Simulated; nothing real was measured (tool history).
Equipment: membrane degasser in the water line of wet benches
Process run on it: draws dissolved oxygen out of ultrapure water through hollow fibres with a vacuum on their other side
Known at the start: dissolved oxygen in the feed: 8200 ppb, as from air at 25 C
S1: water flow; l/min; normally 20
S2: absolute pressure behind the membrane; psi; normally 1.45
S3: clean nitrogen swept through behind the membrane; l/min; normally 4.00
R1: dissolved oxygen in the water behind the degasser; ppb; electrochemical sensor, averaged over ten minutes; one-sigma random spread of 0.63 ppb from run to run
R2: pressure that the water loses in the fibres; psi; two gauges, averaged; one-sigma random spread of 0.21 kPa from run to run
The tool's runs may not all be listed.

{"run": 1, "hour": 0.0, "S1": 20, "S2": 1.45, "S3": 4.0, "R1": 90.2, "R2": 6.847}
{"run": 2, "hour": 42.0, "S1": 20, "S2": 1.45, "S3": 4.0, "R1": 91.2, "R2": 6.827}
{"run": 3, "hour": 81.2, "S1": 20, "S2": 2.34, "S3": 4.0, "R1": 164.4, "R2": 6.856}
{"run": 4, "hour": 128.9, "S1": 20, "S2": 2.34, "S3": 4.0, "R1": 165.7, "R2": 6.923}
{"run": 5, "hour": 170.9, "S1": 20, "S2": 1.45, "S3": 4.0, "R1": 90.9, "R2": 6.865}
{"run": 6, "hour": 195.7, "S1": 20, "S2": 1.45, "S3": 4.0, "R1": 91.0, "R2": 6.859}
{"run": 7, "hour": 218.9, "S1": 20, "S2": 1.45, "S3": 4.0, "R1": 91.4, "R2": 6.821}
{"run": 8, "hour": 270.7, "S1": 20, "S2": 1.45, "S3": 4.0, "R1": 90.2, "R2": 6.821}
{"run": 9, "hour": 321.7, "S1": 20, "S2": 2.52, "S3": 4.0, "R1": 176.3, "R2": 6.846}
{"run": 10, "hour": 346.9, "S1": 17, "S2": 1.45, "S3": 4.0, "R1": 76.6, "R2": 5.831}
{"run": 11, "hour": 395.5, "S1": 17, "S2": 1.45, "S3": 4.0, "R1": 77.3, "R2": 5.836}
{"run": 12, "hour": 424.8, "S1": 15, "S2": 1.45, "S3": 4.0, "R1": 66.2, "R2": 5.137}
{"run": 13, "hour": 469.4, "S1": 20, "S2": 1.52, "S3": 4.0, "R1": 96.0, "R2": 6.868}
{"run": 14, "hour": 492.9, "S1": 20, "S2": 1.45, "S3": 2.52, "R1": 135.9, "R2": 6.862}
{"run": 15, "hour": 522.9, "S1": 20, "S2": 1.45, "S3": 5.2, "R1": 72.5, "R2": 6.901}
{"run": 16, "hour": 562.1, "S1": 20, "S2": 1.45, "S3": 5.2, "R1": 71.8, "R2": 6.897}
{"run": 17, "hour": 593.3, "S1": 20, "S2": 1.45, "S3": 5.2, "R1": 71.8, "R2": 6.837}
{"run": 18, "hour": 627.7, "S1": 13, "S2": 2.02, "S3": 8.9, "R1": 41.9, "R2": 4.477}
{"run": 19, "hour": 670.7, "S1": 30, "S2": 1.1, "S3": 11.35, "R1": 49.5, "R2": 10.216}
{"run": 20, "hour": 708.1, "S1": 30, "S2": 1.1, "S3": 11.35, "R1": 49.2, "R2": 10.273}
{"run": 21, "hour": 742.4, "S1": 30, "S2": 2.36, "S3": 11.35, "R1": 104.4, "R2": 10.325}
{"run": 22, "hour": 774.6, "S1": 20, "S2": 2.54, "S3": 8.71, "R1": 89.5, "R2": 6.857}

What will run 23 give?
{"run": 23, "hour": 805.4, "S1": 20, "S2": 1.29, "S3": 2.76, "R1": "?", "R2": "?"}

{"run 23": {"R1": 106.0, "R2": 6.872}}
Without the tool's hidden state the same run would have given R1 105.9 ppb, R2 6.870 psi.
